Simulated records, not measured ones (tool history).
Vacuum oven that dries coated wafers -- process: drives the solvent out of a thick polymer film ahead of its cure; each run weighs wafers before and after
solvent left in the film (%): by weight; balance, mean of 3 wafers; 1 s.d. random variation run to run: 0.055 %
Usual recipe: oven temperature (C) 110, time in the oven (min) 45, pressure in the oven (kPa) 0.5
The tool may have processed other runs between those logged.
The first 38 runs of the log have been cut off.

| run | day | oven temperature (C) | time in the oven (min) | pressure in the oven (kPa) | solvent left in the film (%) |
|---|---|---|---|---|---|
| 39 | 67.446 | 120 | 74 | 1.288 | 0.89 |
| 40 | 68.925 | 110 | 45 | 0.8 | 2.73 |
| 41 | 70.521 | 110 | 45 | 0.8 | 2.79 |
| 42 | 72.892 | 110 | 45 | 0.8 | 2.93 |
|  | 73.75 | vacuum gauge cleaned of residue and calibrated |
| 43 | 75.067 | 110 | 32 | 1.247 | 4.96 |
| 44 | 76.346 | 110 | 68 | 0.304 | 0.94 |
| 45 | 78.671 | 110 | 68 | 0.304 | 0.9 |
| 46 | 81 | 109 | 57 | 0.5 | 1.82 |
|  | 82.712 | oven's thermocouples calibrated |
| 47 | 83.5 | 109 | 57 | 0.5 | 1.62 |

Consider 4 possible next runs. They are alternatives, not a sequence: every one starts from the tool as it was left by run 47. What does each give?
| A | 85.071 | 110 | 68 | 1.067 | ? |
| B | 85.071 | 122 | 29 | 0.5 | ? |
| C | 85.071 | 118 | 57 | 0.456 | ? |
| D | 85.071 | 99 | 57 | 0.5 | ? |

| run | solvent left in the film (%) |
|---|---|
| A | 1.35 |
| B | 1.86 |
| C | 0.56 |
| D | 3.82 |
What these runs would have given with no unlogged condition in the tool:
| run | solvent left in the film (%) |
|---|---|
| A | 1.33 |
| B | 1.85 |
| C | 0.55 |
| D | 3.79 |
